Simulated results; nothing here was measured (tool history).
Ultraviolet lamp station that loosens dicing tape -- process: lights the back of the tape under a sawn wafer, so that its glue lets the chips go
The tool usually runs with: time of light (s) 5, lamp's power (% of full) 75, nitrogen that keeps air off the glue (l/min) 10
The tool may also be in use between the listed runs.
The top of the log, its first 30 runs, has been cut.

| run | hour | time of light (s) | lamp's power (% of full) | nitrogen that keeps air off the glue (l/min) | hours of work of the lamp | hours of work since the window was cleaned | force that peels the tape off (N) | light that reached the tape (J/m2) |
|---|---|---|---|---|---|---|---|---|
| 31 | 397.1 | 3 | 88 | 5 | 674 | 141 | 2.438 | 1300 |
| 32 | 408.0 | 6 | 67 | 10 | 681 | 148 | 0.617 | 2030 |
| 33 | 416.4 | 7 | 91 | 19 | 687 | 153 | 0.186 | 3190 |
| 34 | 431.6 | 3 | 91 | 19 | 697 | 163 | 0.921 | 1360 |
| 35 | 448.0 | 6 | 76 | 6 | 708 | 174 | 0.716 | 2280 |
| 36 | 460.6 | 2 | 97 | 3 | 716 | 183 | 4.495 | 940 |
| 37 | 475.9 | 2 | 95 | 9 | 726 | 193 | 2.865 | 960 |
| 38 | 485.8 | 5 | 62 | 10 | 733 | 199 | 1.118 | 1580 |
| 39 | 497.5 | 5 | 79 | 6 | 740 | 207 | 0.996 | 2000 |
|  | 510.6 | window cleaned of glue's vapour |
| 40 | 514.0 | 5 | 75 | 3 | 751 | 2 | 1.901 | 1860 |
| 41 | 530.6 | 7 | 81 | 5 | 762 | 13 | 0.530 | 2810 |

Alternative continuations, all from the tool just after run 41; predict every row:
| A | 538.4 | 3 | 93 | 16 | 767 | 18 | ? | ? |
| B | 538.4 | 5 | 62 | 6 | 767 | 18 | ? | ? |
| C | 538.4 | 3 | 81 | 6 | 767 | 18 | ? | ? |

| run | force that peels the tape off (N) | light that reached the tape (J/m2) |
|---|---|---|
| A | 1.007 | 1390 |
| B | 1.662 | 1520 |
| C | 2.419 | 1250 |
Stripped of hidden state, with their random variation kept, the same runs would have yielded:
| run | force that peels the tape off (N) | light that reached the tape (J/m2) |
|---|---|---|
| A | 1.003 | 1400 |
| B | 1.657 | 1520 |
| C | 2.413 | 1250 |

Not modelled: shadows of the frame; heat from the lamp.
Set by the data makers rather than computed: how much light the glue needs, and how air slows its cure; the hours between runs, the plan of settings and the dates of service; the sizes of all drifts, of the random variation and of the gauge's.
